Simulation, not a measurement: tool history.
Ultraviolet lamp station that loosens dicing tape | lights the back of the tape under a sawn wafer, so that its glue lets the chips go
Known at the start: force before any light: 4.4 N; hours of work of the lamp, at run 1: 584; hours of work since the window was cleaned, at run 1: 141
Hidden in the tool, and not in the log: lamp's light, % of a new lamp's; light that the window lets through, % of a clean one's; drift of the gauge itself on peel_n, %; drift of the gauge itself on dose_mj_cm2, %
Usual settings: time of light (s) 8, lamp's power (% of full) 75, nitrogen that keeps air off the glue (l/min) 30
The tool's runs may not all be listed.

run	hour	time of light (s)	lamp's power (% of full)	nitrogen that keeps air off the glue (l/min)	hours of work of the lamp	hours of work since the window was cleaned	force that peels the tape off (N)	light that reached the tape (J/m2)
1	0	8	75	30	584	141	0.832	1730
2	39.7	8	75	30	607	164	0.852	1750
3	105.3	8	75	30	643	200	0.933	1660
# hour 124.9: window cleaned of glue's vapour
4	152.1	8	75	30	669	15	0.936	1540
5	185.8	8	75	30	688	34	0.99	1520
6	251	8	75	30	725	71	1.028	1480
7	315.9	8	75	30	761	107	1.088	1420
8	376.3	8	75	13	795	141	1.529	1360
9	422.8	8	75	13	821	167	1.584	1330
# hour 428.4: window cleaned of glue's vapour, once more
10	492.5	10	75	13	860	36	0.869	2170
11	539.7	10	75	13	886	62	0.933	2180
12	605.2	10	75	13	923	99	0.971	2070
13	658.8	10	75	22	953	129	0.78	2010
14	695.6	8	61	30	973	150	1.196	1280
15	731.3	8	61	30	993	170	1.268	1310
16	773.4	8	75	30	1017	193	0.999	1490
# hour 805.8: window cleaned of glue's vapour
17	826.6	8	75	30	1047	12	0.841	1680
18	857.2	8	91	30	1064	29	0.646	2040
19	894.1	8	83	30	1084	49	0.766	1850
20	935.4	8	83	30	1107	73	0.796	1800
21	980.2	8	75	30	1133	98	0.94	1560
22	1009.9	8	75	30	1149	114	0.96	1530
23	1058.3	8	66	30	1176	141	1.18	1340
24	1117	7	90	13	1209	174	1.369	1530
25	1165.6	5	90	31	1236	202	1.44	1090
# hour 1184.3: window cleaned of glue's vapour
26	1204.2	4	68	38	1258	11	1.934	770
27	1251.6	6	68	19	1284	38	1.7	1100
28	1304.6	6	95	21	1314	67	1.176	1460
29	1347.6	10	88	17	1338	91	0.754	2230
30	1397.8	8	68	30	1366	120	1.168	1320
31	1434.4	11	75	59	1387	140	0.517	2010
32	1478.5	8	75	30	1411	165	1.094	1400
33	1537.1	8	75	30	1444	198	1.166	1370
# hour 1557.2: window cleaned of glue's vapour
34	1568.8	8	88	53	1462	6	0.623	1840
35	1607.8	8	88	53	1484	28	0.597	1770
36	1652.3	8	88	53	1509	53	0.655	1790
37	1684.9	8	96	17	1527	72	0.927	1900
38	1726	16	80	18	1550	95	0.481	3070
39	1792.6	16	71	21	1587	132	0.526	2600
40	1847.6	4	95	10	1618	163	2.368	860
41	1910.6	4	95	10	1653	198	2.433	840
# hour 1931.4: window cleaned of glue's vapour
42	1981.9	4	95	10	1693	28	2.303	900

3 ways to go on from here, each from the tool as it stands after run 42. What would each give?
# hour 2013.3: lamp changed
A	2013.5	15	75	55	0	45	?	?
# hour 2013.3: lamp changed
B	2013.5	8	100	23	0	45	?	?
# hour 2013.3: lamp changed
C	2013.5	9	95	10	0	45	?	?

run	force that peels the tape off (N)	light that reached the tape (J/m2)
A	0.256	3880
B	0.487	2800
C	0.662	2920
Without the tool's hidden state the same runs would have given:
run	force that peels the tape off (N)	light that reached the tape (J/m2)
A	0.252	4050
B	0.459	2920
C	0.622	3040
